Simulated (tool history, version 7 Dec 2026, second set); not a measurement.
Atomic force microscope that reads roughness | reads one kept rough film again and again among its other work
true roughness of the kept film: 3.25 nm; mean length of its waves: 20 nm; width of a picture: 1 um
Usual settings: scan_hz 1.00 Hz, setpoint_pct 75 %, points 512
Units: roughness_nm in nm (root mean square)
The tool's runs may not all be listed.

Run 1, day 0.000: usual settings. Result: roughness_nm 2.493 nm (root mean square).
Run 2, day 0.388: usual settings. Result: roughness_nm 2.442 nm (root mean square).
Run 3, day 1.038: usual settings. Result: roughness_nm 2.429 nm (root mean square).
Run 4, day 1.696: usual settings. Result: roughness_nm 2.365 nm (root mean square).
Run 5, day 2.288: usual settings but points 293. Result: roughness_nm 2.288 nm (root mean square).
Run 6, day 2.575: usual settings but setpoint_pct 66 %. Result: roughness_nm 2.372 nm (root mean square).
Run 7, day 3.146: usual settings but setpoint_pct 66 %. Result: roughness_nm 2.328 nm (root mean square).
Run 8, day 3.775: usual settings. Result: roughness_nm 2.218 nm (root mean square).
Run 9, day 4.346: usual settings. Result: roughness_nm 2.204 nm (root mean square).
Run 10, day 4.654: usual settings. Result: roughness_nm 2.158 nm (root mean square).
Run 11, day 5.312: usual settings. Result: roughness_nm 2.165 nm (root mean square).
Run 12, day 5.967: usual settings. Result: roughness_nm 2.095 nm (root mean square).
Run 13, day 6.546: usual settings. Result: roughness_nm 2.059 nm (root mean square).
Run 14, day 7.133: usual settings. Result: roughness_nm 2.037 nm (root mean square).
Run 15, day 7.788: usual settings but scan_hz 0.59 Hz. Result: roughness_nm 2.070 nm (root mean square).
Run 16, day 8.171: usual settings but scan_hz 0.59 Hz. Result: roughness_nm 2.048 nm (root mean square).
At day 8.279: new tip fitted.
Run 17, day 8.808: usual settings but scan_hz 0.59 Hz. Result: roughness_nm 2.607 nm (root mean square).
Run 18, day 9.404: usual settings but scan_hz 0.59 Hz. Result: roughness_nm 2.556 nm (root mean square).
Run 19, day 10.029: usual settings but scan_hz 0.59 Hz. Result: roughness_nm 2.500 nm (root mean square).
Run 20, day 10.646: usual settings but scan_hz 0.59 Hz. Result: roughness_nm 2.442 nm (root mean square).
Run 21, day 11.058: usual settings but points 675. Result: roughness_nm 2.329 nm (root mean square).
Run 22, day 11.383: usual settings but points 675. Result: roughness_nm 2.335 nm (root mean square).
Run 23, day 12.058: usual settings but points 675. Result: roughness_nm 2.285 nm (root mean square).
Run 24, day 12.567: usual settings but setpoint_pct 74 %. Result: roughness_nm 2.226 nm (root mean square).
Run 25, day 13.004: usual settings but setpoint_pct 74 %. Result: roughness_nm 2.237 nm (root mean square).
Run 26, day 13.467: usual settings but setpoint_pct 74 %. Result: roughness_nm 2.188 nm (root mean square).
Run 27, day 14.071: usual settings but setpoint_pct 65 %, points 1019. Result: roughness_nm 2.224 nm (root mean square).
Run 28, day 14.462: usual settings but setpoint_pct 65 %, points 1019. Result: roughness_nm 2.207 nm (root mean square).
Run 29, day 14.888: usual settings but setpoint_pct 65 %, points 1019. Result: roughness_nm 2.181 nm (root mean square).
Run 30, day 15.175: usual settings but scan_hz 4.00 Hz, setpoint_pct 71 %, points 439. Result: roughness_nm 1.799 nm (root mean square).
Run 31, day 15.808: usual settings but scan_hz 4.00 Hz, setpoint_pct 71 %, points 396. Result: roughness_nm 1.758 nm (root mean square).
Run 32, day 16.471: usual settings but scan_hz 4.00 Hz, setpoint_pct 80 %, points 1014. Result: roughness_nm 1.565 nm (root mean square).
Run 33, day 16.950: usual settings but setpoint_pct 66 %, points 418. Result: roughness_nm 2.034 nm (root mean square).
Run 34, day 17.275: usual settings but setpoint_pct 84 %, points 690. Result: roughness_nm 1.922 nm (root mean square).
At day 17.558: new tip fitted.
Run 35, day 17.662: usual settings but setpoint_pct 90 %, points 690. Result: roughness_nm 2.360 nm (root mean square).
Run 36, day 18.208: usual settings but setpoint_pct 90 %, points 690. Result: roughness_nm 2.327 nm (root mean square).
Run 37, day 18.550: usual settings but setpoint_pct 65 %, points 916. Result: roughness_nm 2.554 nm (root mean square).
Run 38, day 19.179: usual settings but scan_hz 1.69 Hz, points 633. Result: roughness_nm 2.326 nm (root mean square).
Run 39, day 19.796: usual settings but setpoint_pct 70 %. Result: roughness_nm 2.427 nm (root mean square).
Run 40, day 20.167: usual settings but setpoint_pct 70 %, points 363. Result: roughness_nm 2.359 nm (root mean square).
Run 41, day 20.867: usual settings but scan_hz 1.91 Hz, points 710. Result: roughness_nm 2.161 nm (root mean square).
Run 42, day 21.508: usual settings but setpoint_pct 59 %, points 261. Result: roughness_nm 2.328 nm (root mean square).
Run 43, day 21.912: usual settings but scan_hz 1.86 Hz, setpoint_pct 68 %. Result: roughness_nm 2.216 nm (root mean square).
Run 44, day 22.325: usual settings but scan_hz 1.86 Hz, setpoint_pct 68 %. Result: roughness_nm 2.185 nm (root mean square).
Run 45, day 22.738: usual settings but scan_hz 2.04 Hz, setpoint_pct 61 %, points 388. Result: roughness_nm 2.182 nm (root mean square).
Run 46, day 23.412: usual settings but scan_hz 0.60 Hz, points 581. Result: roughness_nm 2.225 nm (root mean square).
Run 47, day 23.908: usual settings but setpoint_pct 64 %. Result: roughness_nm 2.182 nm (root mean square).
Run 48, day 24.588: usual settings but setpoint_pct 64 %. Result: roughness_nm 2.163 nm (root mean square).
Run 49, day 25.233: usual settings but scan_hz 0.51 Hz, setpoint_pct 64 %, points 758. Result: roughness_nm 2.160 nm (root mean square).
Run 50, day 25.871: usual settings but scan_hz 1.05 Hz, points 407. Result: roughness_nm 1.996 nm (root mean square).
Run 51, day 26.288: usual settings but scan_hz 1.90 Hz, setpoint_pct 68 %, points 463. Result: roughness_nm 1.935 nm (root mean square).
Run 52, day 26.625: usual settings but scan_hz 1.90 Hz, setpoint_pct 68 %, points 463. Result: roughness_nm 1.926 nm (root mean square).

3 ways to go on from here, each from the tool as it stands after run 52. What would each give?
At day 26.888: new tip fitted.
Run A, day 27.083: usual settings but scan_hz 1.14 Hz, points 293. Result: roughness_nm ?.
At day 26.888: new tip fitted.
Run B, day 27.083: usual settings but scan_hz 3.72 Hz, setpoint_pct 85 %, points 607. Result: roughness_nm ?.
At day 26.888: new tip fitted.
Run C, day 27.083: usual settings but scan_hz 1.41 Hz, setpoint_pct 57 %, points 463. Result: roughness_nm ?.

run  roughness_nm
  A         2.461
  B         1.841
  C         2.622
Without the tool's hidden state the same runs would have given:
run  roughness_nm
  A         2.504
  B         1.874
  C         2.668
